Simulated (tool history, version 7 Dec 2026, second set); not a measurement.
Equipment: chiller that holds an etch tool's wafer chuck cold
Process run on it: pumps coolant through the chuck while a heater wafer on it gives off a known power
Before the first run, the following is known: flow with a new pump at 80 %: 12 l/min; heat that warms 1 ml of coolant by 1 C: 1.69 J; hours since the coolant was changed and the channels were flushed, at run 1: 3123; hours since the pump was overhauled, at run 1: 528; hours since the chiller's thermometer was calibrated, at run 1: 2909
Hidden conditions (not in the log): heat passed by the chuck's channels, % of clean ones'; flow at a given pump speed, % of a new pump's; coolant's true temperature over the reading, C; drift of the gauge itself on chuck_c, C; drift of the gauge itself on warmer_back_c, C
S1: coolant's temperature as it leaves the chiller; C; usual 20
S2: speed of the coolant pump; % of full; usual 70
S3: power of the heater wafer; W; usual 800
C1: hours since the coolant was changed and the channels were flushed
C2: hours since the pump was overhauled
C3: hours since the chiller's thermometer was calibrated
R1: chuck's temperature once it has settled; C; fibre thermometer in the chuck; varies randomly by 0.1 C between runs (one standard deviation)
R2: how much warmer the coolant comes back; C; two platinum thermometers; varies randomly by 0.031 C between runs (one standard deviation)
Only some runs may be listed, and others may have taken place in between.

run	hour	S1	S2	S3	C1	C2	C3	R1	R2
1	0.0	20	70	800	3123	528	2909	29.6	2.80
2	131.8	20	70	800	3255	659	3041	29.7	2.83
# hour 163.2: chiller's thermometer calibrated
3	248.1	20	70	800	3370	775	85	29.6	2.81
4	315.6	20	70	800	3438	842	152	29.5	2.85
5	409.8	20	70	800	3532	936	247	29.6	2.74
6	513.2	20	70	800	3635	1040	350	29.8	2.86
7	602.0	20	70	800	3724	1129	439	29.7	2.85
8	729.1	20	70	800	3851	1256	566	29.8	2.84
9	808.1	20	70	800	3930	1335	645	29.7	2.83
10	933.9	20	70	800	4056	1460	771	29.7	2.88
11	1016.0	20	70	800	4138	1543	853	29.9	2.86
12	1125.0	20	70	800	4247	1652	962	29.9	2.87
13	1218.8	20	70	800	4341	1745	1056	30.1	2.86
14	1313.4	20	70	800	4435	1840	1150	29.9	2.94
15	1375.2	20	70	800	4497	1902	1212	30.1	2.94
16	1463.1	20	70	800	4585	1990	1300	29.9	2.89
17	1562.1	20	70	800	4684	2089	1399	30.2	2.91
18	1694.8	20	70	800	4817	2221	1532	30.2	2.95
19	1775.3	14	74	538	4897	2302	1612	20.7	1.88
20	1871.6	14	74	538	4994	2398	1708	20.7	1.87
21	1956.6	20	70	585	5079	2483	1793	27.5	2.21
22	2092.3	25	70	626	5214	2619	1929	33.2	2.34
23	2231.2	25	70	626	5353	2758	2068	33.1	2.41
24	2328.8	25	70	626	5451	2855	2166	33.3	2.28
25	2472.7	15	67	753	5595	2999	2309	25.4	3.01
26	2609.6	15	67	753	5732	3136	2446	25.4	2.94
27	2742.9	15	67	753	5865	3269	2580	25.7	3.02
# hour 2772.7: coolant changed, channels flushed
28	2829.0	15	67	753	56	3350	2660	24.4	3.04
29	2919.0	15	70	634	146	3440	2750	22.9	2.46
30	3040.0	22	70	435	267	3561	2871	27.4	1.65
31	3107.5	20	82	906	335	3628	2938	29.8	3.03
32	3189.2	20	60	536	416	3710	3020	27.5	2.45
# hour 3244.5: chiller's thermometer calibrated
33	3291.8	15	70	800	518	3811	47	24.6	3.11

For some of the steps in R1 from one run to the next: how much would appear even if the tool had no hidden state, given the settings, what came in and random variation, and how much remains for the hidden state plus any gauge scatter that the measured result and the result without hidden state don't share?
Run 18 -> 19: S1 20 -> 14, S2 70 -> 74, S3 800 -> 538. R1 -9.5 C: hidden state -0.4, all else -9.1.
Run 20 -> 21: S1 14 -> 20, S2 74 -> 70, S3 538 -> 585. R1 +6.8 C: hidden state +0.1, all else +6.7.
Run 24 -> 25: S1 25 -> 15, S2 70 -> 67, S3 626 -> 753. R1 -7.9 C: hidden state +0.3, all else -8.2.
Run 27 -> 28: coolant changed, channels flushed. R1 -1.3 C: hidden state -1.0, all else -0.3.
Run 30 -> 31: S1 22 -> 20, S2 70 -> 82, S3 435 -> 906. R1 +2.4 C: hidden state +0.5, all else +1.9.
